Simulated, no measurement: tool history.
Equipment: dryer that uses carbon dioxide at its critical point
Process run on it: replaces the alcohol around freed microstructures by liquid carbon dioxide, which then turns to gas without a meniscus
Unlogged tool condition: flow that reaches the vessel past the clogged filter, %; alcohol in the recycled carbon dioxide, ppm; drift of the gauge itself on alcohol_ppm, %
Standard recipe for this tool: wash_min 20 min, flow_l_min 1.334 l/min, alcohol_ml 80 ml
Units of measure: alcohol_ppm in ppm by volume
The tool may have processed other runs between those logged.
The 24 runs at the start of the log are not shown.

run     day  wash_min  flow_l_min  alcohol_ml  hours of work since the filter was changed  hours of work since the purifier's bed was changed  alcohol_ppm
 25   9.996        12       1.300          30                                         256                                                 419          673
 26  10.325        12       1.300          30                                         263                                                 425          673
 27  10.650        29       1.190          50                                         269                                                 431          151
 28  11.225        20       1.780          80                                         279                                                 441          159
 29  11.700        20       1.780          80                                         288                                                 450          156
 30  12.275        31       1.780          71                                         299                                                 461          109
 31  12.875        31       1.780          71                                         310                                                 472          105
 32  13.200        15       1.980          36                                         316                                                 478          178
 33  13.629        20       2.240          80                                         324                                                 486          132
 34  14.079        20       2.240          80                                         333                                                 495          132
 35  14.658        20       2.240          80                                         343                                                 505          124
 36  15.138        12       2.060          49                                         352                                                 514          342
 37  15.642        12       2.160          49                                         362                                                 524          305
 38  16.233        22       2.160          49                                         373                                                 535          124
 39  16.788        20       1.680          80                                         383                                                 545          211
 40  17.196        20       1.334          22                                         391                                                 553          211

Run 41 is up next; what results do you expect?
 41  17.488        30       1.334          38                                         396                                                 558            ?

alcohol_ppm: 153 ppm by volume
On a tool with no hidden condition, and with the same random variation, this run would have come out at alcohol_ppm 17 ppm by volume.
